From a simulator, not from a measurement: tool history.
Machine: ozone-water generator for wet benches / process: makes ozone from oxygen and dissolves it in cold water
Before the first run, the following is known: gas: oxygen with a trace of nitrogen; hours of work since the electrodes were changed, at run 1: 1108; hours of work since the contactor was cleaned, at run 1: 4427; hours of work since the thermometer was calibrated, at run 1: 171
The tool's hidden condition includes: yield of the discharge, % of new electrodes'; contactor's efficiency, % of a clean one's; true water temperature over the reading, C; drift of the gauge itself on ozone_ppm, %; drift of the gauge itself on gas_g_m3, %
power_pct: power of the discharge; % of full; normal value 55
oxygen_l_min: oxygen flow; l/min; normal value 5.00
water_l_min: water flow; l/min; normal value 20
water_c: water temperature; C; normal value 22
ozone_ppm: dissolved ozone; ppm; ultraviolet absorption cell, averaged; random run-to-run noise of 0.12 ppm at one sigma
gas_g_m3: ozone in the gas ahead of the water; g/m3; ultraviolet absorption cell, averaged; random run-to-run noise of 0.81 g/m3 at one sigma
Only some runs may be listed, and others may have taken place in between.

| run | hour | power_pct | oxygen_l_min | water_l_min | water_c | hours of work since the electrodes were changed | hours of work since the contactor was cleaned | hours of work since the thermometer was calibrated | ozone_ppm | gas_g_m3 |
|---|---|---|---|---|---|---|---|---|---|---|
| 1 | 0.0 | 55 | 5.00 | 20 | 22 | 1108 | 4427 | 171 | 10.1 | 122.9 |
| 2 | 69.2 | 55 | 6.07 | 20 | 22 | 1161 | 4480 | 224 | 10.1 | 112.2 |
| 3 | 137.7 | 55 | 5.00 | 14 | 22 | 1214 | 4533 | 277 | 14.2 | 123.7 |
| 4 | 223.5 | 55 | 5.00 | 14 | 22 | 1279 | 4599 | 343 | 13.7 | 124.1 |
| 5 | 288.5 | 55 | 5.00 | 14 | 22 | 1329 | 4648 | 392 | 13.9 | 123.5 |
| 6 | 341.4 | 55 | 5.00 | 20 | 22 | 1370 | 4689 | 433 | 10.0 | 123.2 |
| 7 | 400.1 | 55 | 4.95 | 20 | 22 | 1415 | 4734 | 478 | 10.0 | 123.4 |
| 8 | 460.3 | 55 | 6.51 | 20 | 22 | 1461 | 4780 | 524 | 10.1 | 109.6 |
| 9 | 510.4 | 55 | 6.51 | 20 | 22 | 1499 | 4819 | 562 | 10.4 | 108.8 |
| 10 | 601.3 | 55 | 6.51 | 20 | 22 | 1569 | 4888 | 632 | 10.0 | 107.7 |
| 11 | 639.1 | 55 | 7.56 | 20 | 22 | 1598 | 4917 | 661 | 9.9 | 102.0 |
| 12 | 725.5 | 55 | 5.19 | 20 | 22 | 1664 | 4983 | 727 | 10.0 | 119.4 |
| 13 | 766.4 | 55 | 5.00 | 20 | 22 | 1696 | 5015 | 759 | 10.0 | 122.3 |
| 14 | 845.1 | 55 | 5.00 | 20 | 22 | 1756 | 5075 | 819 | 9.9 | 121.5 |
| 15 | 903.5 | 55 | 5.00 | 30 | 22 | 1801 | 5120 | 864 | 6.7 | 119.6 |
| 16 | 994.8 | 55 | 7.66 | 20 | 22 | 1871 | 5190 | 934 | 10.0 | 100.4 |
| 17 | 1051.1 | 55 | 7.66 | 20 | 24 | 1914 | 5233 | 977 | 9.6 | 99.7 |
| 18 | 1105.3 | 55 | 7.66 | 20 | 24 | 1955 | 5275 | 1019 | 9.5 | 99.7 |
| 19 | 1172.6 | 68 | 3.97 | 19 | 19 | 2007 | 5326 | 1070 | 12.4 | 155.8 |
| 20 | 1229.7 | 68 | 4.12 | 19 | 28 | 2051 | 5370 | 1114 | 10.8 | 154.4 |
| 21 | 1306.9 | 68 | 4.12 | 19 | 28 | 2110 | 5429 | 1173 | 10.8 | 151.9 |
| 22 | 1351.0 | 68 | 4.12 | 21 | 28 | 2144 | 5463 | 1207 | 9.8 | 153.0 |
| 23 | 1419.2 | 55 | 5.00 | 29 | 22 | 2196 | 5515 | 1259 | 6.6 | 119.9 |
| 24 | 1460.7 | 53 | 5.00 | 20 | 16 | 2228 | 5547 | 1291 | 10.2 | 116.7 |
| 25 | 1511.6 | 51 | 5.00 | 27 | 22 | 2267 | 5586 | 1330 | 6.8 | 113.0 |
| 26 | 1563.1 | 51 | 5.00 | 27 | 22 | 2306 | 5626 | 1370 | 6.9 | 114.2 |
| 27 | 1655.1 | 68 | 4.52 | 27 | 22 | 2377 | 5696 | 1440 | 8.2 | 144.3 |
| 28 | 1715.1 | 63 | 3.68 | 22 | 21 | 2423 | 5742 | 1486 | 9.4 | 151.0 |
| 29 | 1785.1 | 63 | 3.68 | 22 | 29 | 2477 | 5796 | 1540 | 8.5 | 150.5 |
| 30 | 1831.0 | 52 | 5.00 | 20 | 26 | 2512 | 5831 | 1575 | 8.7 | 114.3 |
| 31 | 1874.8 | 52 | 3.05 | 20 | 26 | 2545 | 5865 | 1609 | 8.3 | 141.7 |
|  | 1943.1 | contactor cleaned |
| 32 | 1943.1 | 52 | 3.05 | 15 | 24 | 2595 | 0 | 1658 | 11.9 | 140.5 |

Forecast each of these 4 alternatives for the next run:
| A | 1999.8 | 80 | 5.00 | 20 | 15 | 2638 | 43 | 1701 | ? | ? |
| B | 1999.8 | 55 | 5.00 | 20 | 25 | 2638 | 43 | 1701 | ? | ? |
| C | 1999.8 | 55 | 6.00 | 19 | 28 | 2638 | 43 | 1701 | ? | ? |
| D | 1999.8 | 55 | 5.00 | 21 | 22 | 2638 | 43 | 1701 | ? | ? |

| run | ozone_ppm | gas_g_m3 |
|---|---|---|
| A | 14.7 | 154.2 |
| B | 9.7 | 118.3 |
| C | 9.6 | 110.7 |
| D | 9.8 | 117.7 |
With no hidden state in the tool, these same runs would have given:
| run | ozone_ppm | gas_g_m3 |
|---|---|---|
| A | 16.5 | 172.0 |
| B | 10.6 | 128.3 |
| C | 10.5 | 119.9 |
| D | 10.7 | 127.7 |
